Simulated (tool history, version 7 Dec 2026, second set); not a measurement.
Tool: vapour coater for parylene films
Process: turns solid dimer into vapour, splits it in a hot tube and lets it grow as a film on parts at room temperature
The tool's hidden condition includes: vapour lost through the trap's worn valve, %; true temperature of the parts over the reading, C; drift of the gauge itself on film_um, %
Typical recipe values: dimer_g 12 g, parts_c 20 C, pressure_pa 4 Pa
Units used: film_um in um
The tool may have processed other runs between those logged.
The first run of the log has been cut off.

run     day  dimer_g  parts_c  pressure_pa  hours of work since the trap's valve was overhauled  hours of work since the table's thermometer was calibrated  film_um
  2   0.504       12       20         6.39                                                   85                                                         786     8.61
  3   1.358       12       20         6.39                                                  103                                                         804     8.49
  4   2.358       12       20           11                                                  123                                                         825     8.12
  5   2.921       12       20         5.52                                                  135                                                         837      8.5
  6    3.95       12       20         5.52                                                  157                                                         858     8.45
  7    4.85       12       20         5.52                                                  175                                                         877     8.18
  8     5.5       12       20         5.52                                                  189                                                         890     8.29
  9   6.438       12       20         5.52                                                  209                                                         910     8.32
 10   7.338       12       20         5.52                                                  227                                                         929     8.21
 11   8.225       12       20         5.52                                                  246                                                         947     8.16
 12   8.658       12       20         5.52                                                  255                                                         956     8.03
 13   9.162       12       20         5.52                                                  265                                                         967     7.96
 14   9.842       12       20            4                                                  279                                                         981     8.06
 15  10.888       12       20            4                                                  301                                                        1003     7.99
     11.221  -- trap's valve overhauled
 16  11.496       12       20            4                                                    6                                                        1012     9.35
 17  12.008       12       17            4                                                   16                                                        1023    10.24
 18  13.075       12       17            4                                                   39                                                        1045    10.13
 19    13.9        8       17            4                                                   56                                                        1062     6.73
 20  14.958        8       15            4                                                   78                                                        1084     7.24

Run 21, settings as shown, results not yet in. Your forecast:
 21  16.012       15       20         9.79                                                  100                                                        1106        ?

film_um: 10.32 um
With the hidden condition absent and the run-to-run variation left alone, this run would have shown film_um 10.55 um.
